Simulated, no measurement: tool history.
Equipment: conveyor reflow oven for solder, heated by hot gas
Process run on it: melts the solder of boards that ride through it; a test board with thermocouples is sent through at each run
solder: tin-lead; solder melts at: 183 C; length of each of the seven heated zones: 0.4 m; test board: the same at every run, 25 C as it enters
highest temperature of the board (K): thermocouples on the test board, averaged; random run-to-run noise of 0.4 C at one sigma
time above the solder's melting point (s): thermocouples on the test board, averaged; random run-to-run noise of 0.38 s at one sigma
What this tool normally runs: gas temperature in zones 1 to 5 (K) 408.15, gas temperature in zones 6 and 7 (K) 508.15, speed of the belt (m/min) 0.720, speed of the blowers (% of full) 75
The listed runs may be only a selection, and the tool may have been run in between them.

run   hour  gas temperature in zones 1 to 5 (K)  gas temperature in zones 6 and 7 (K)  speed of the belt (m/min)  speed of the blowers (% of full)  highest temperature of the board (K)  time above the solder's melting point (s)
  1    0.0                               408.15                                508.15                      0.720                                75                                484.45                                       43.6
  2   15.4                               416.15                                508.15                      0.720                                75                                486.45                                       47.9
  3   28.7                               416.15                                508.15                      0.720                                75                                486.35                                       47.5
  4   36.3                               416.15                                508.15                      0.720                                75                                485.35                                       47.7
  5   53.1                               396.15                                508.15                      0.720                                75                                481.25                                       37.2
  6   64.3                               408.15                                508.15                      0.611                                75                                489.75                                       58.2
  7   73.6                               408.15                                508.15                      0.611                                75                                489.65                                       57.5
  8   89.9                               408.15                                508.15                      0.611                                75                                488.75                                       57.5
  9  107.0                               408.15                                508.15                      0.611                                75                                489.35                                       56.9
 10  116.5                               408.15                                508.15                      0.611                                75                                489.75                                       58.0
 11  126.5                               408.15                                508.15                      0.611                                75                                489.75                                       57.3
 12  148.4                               418.15                                508.15                      0.720                                75                                485.25                                       48.0
 13  162.1                               414.15                                508.15                      0.720                                75                                483.95                                       45.2
 14  180.3                               414.15                                508.15                      0.720                                75                                483.95                                       44.8
 15  189.1                               414.15                                508.15                      0.720                                63                                480.05                                       41.5
 16  205.2                               408.15                                508.15                      0.720                                75                                482.75                                       41.1
 17  215.0                               418.15                                517.15                      0.720                                75                                491.95                                       52.1
 18  225.4                               399.15                                508.15                      0.625                                75                                485.45                                       49.3
 19  234.2                               399.15                                508.15                      0.625                                75                                485.55                                       49.1
 20  250.9                               408.15                                518.15                      0.849                                75                                488.95                                       38.6
 21  269.3                               408.15                                518.15                      0.849                                75                                488.45                                       39.2
 22  286.0                               408.15                                508.15                      0.720                                75                                486.85                                       45.6
 23  303.2                               408.15                                514.15                      0.720                                72                                490.65                                       48.7
 24  319.8                               410.15                                497.15                      0.720                                75                                478.25                                       39.1
 25  332.2                               410.15                                497.15                      0.720                                75                                477.85                                       38.2
 26  341.1                               410.15                                497.15                      0.720                                75                                477.85                                       38.4
 27  352.4                               410.15                                497.15                      0.720                                75                                477.35                                       37.7
 28  365.5                               404.15                                497.15                      0.720                                81                                477.95                                       36.9
 29  376.6                               414.15                                522.15                      0.791                                52                                485.35                                       40.9
 30  388.4                               408.15                                503.15                      0.720                                82                                483.85                                       43.0
 31  403.7                               399.15                                504.15                      0.733                                75                                480.25                                       36.8

Put back what was entered between runs (2 entries, withheld): which listed runs does each sit between, and how does the hidden state differ from the listed run before to the listed run after?
Logged between run 11 and run 12: belt drive overhauled, speed set with a stopwatch (hour 135.5)
  heat that the gas passes to the board, % of a clean oven's: 87.8 -> 87.5; belt's true speed, % of the reading: 99.32 -> 99.98; true gas temperature in zones 6 and 7 over the reading, C: -1 -> -1.04
  what was measured, less what the result would be without the hidden state, highest temperature of the board (K): -4.00 -> -4.60; time above the solder's melting point (s): -3.4 -> -4.1
Logged between run 19 and run 20: flux residue cleaned out of gas plates and filters (hour 246.9)
  heat that the gas passes to the board, % of a clean oven's: 86 -> 99.6; belt's true speed, % of the reading: 99.93 -> 99.92; true gas temperature in zones 6 and 7 over the reading, C: -1.24 -> -1.27
  what was measured, less what the result would be without the hidden state, highest temperature of the board (K): -5.50 -> -1.20; time above the solder's melting point (s): -5.4 -> -0.7
